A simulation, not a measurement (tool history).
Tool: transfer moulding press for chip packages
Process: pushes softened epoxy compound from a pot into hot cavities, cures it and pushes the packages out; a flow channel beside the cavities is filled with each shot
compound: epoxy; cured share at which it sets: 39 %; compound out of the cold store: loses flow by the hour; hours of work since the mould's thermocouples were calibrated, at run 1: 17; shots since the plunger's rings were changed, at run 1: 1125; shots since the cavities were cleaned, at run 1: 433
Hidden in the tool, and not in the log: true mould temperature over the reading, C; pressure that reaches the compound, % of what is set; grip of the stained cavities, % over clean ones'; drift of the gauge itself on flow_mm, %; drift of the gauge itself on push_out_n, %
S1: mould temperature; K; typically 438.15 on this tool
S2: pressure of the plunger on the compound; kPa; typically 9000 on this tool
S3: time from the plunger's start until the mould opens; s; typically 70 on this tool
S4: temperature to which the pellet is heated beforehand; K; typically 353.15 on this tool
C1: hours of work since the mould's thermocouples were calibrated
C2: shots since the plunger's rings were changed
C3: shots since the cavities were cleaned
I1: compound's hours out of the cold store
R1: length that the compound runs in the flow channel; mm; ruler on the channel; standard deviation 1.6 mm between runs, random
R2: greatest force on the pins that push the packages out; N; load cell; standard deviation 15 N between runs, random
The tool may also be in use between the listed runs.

run,hour,S1,S2,S3,S4,C1,C2,C3,I1,R1,R2
1,0.0,438.15,9000,70,353.15,17,1125,433,9.5,558,1295
2,8.8,438.15,9000,70,353.15,21,1239,547,18.7,540,1284
# hour 20.3: cavities cleaned with cleaning compound and waxed
3,22.2,438.15,9000,70,353.15,27,1394,25,23.5,531,794
4,35.9,438.15,9000,70,353.15,34,1572,203,18.1,537,1039
5,47.1,438.15,9000,70,352.15,40,1717,348,38.1,506,1102
6,61.3,438.15,9000,70,352.15,47,1901,532,39.3,502,1185
7,67.9,438.15,9000,70,345.15,51,1985,616,20.5,534,1363
# hour 73.7: cavities cleaned with cleaning compound and waxed
8,77.9,438.15,9000,70,345.15,55,2096,54,25.1,523,856
9,92.5,438.15,9000,70,356.15,62,2285,243,14.5,543,1015
10,101.8,438.15,9000,70,356.15,67,2406,364,12.0,546,1162
11,115.2,438.15,9000,70,356.15,74,2579,537,39.9,492,1194
# hour 124.5: plunger's sealing rings changed
# hour 129.6: cavities cleaned with cleaning compound and waxed
12,133.7,432.15,9000,70,359.15,81,100,54,19.4,558,1291
13,145.7,432.15,9000,70,361.15,87,255,209,28.3,543,1582
# hour 148.4: mould's thermocouples calibrated
14,161.2,438.15,10630,70,353.15,7,430,384,23.0,586,1172

Run 15 has not been measured yet. What should we expect?
15,168.1,438.15,10630,70,353.15,10,520,474,14.2,?,?

R1: 604 mm
R2: 1206 N
With no hidden state in the tool, this same run would have given R1 610 mm, R2 758 N.
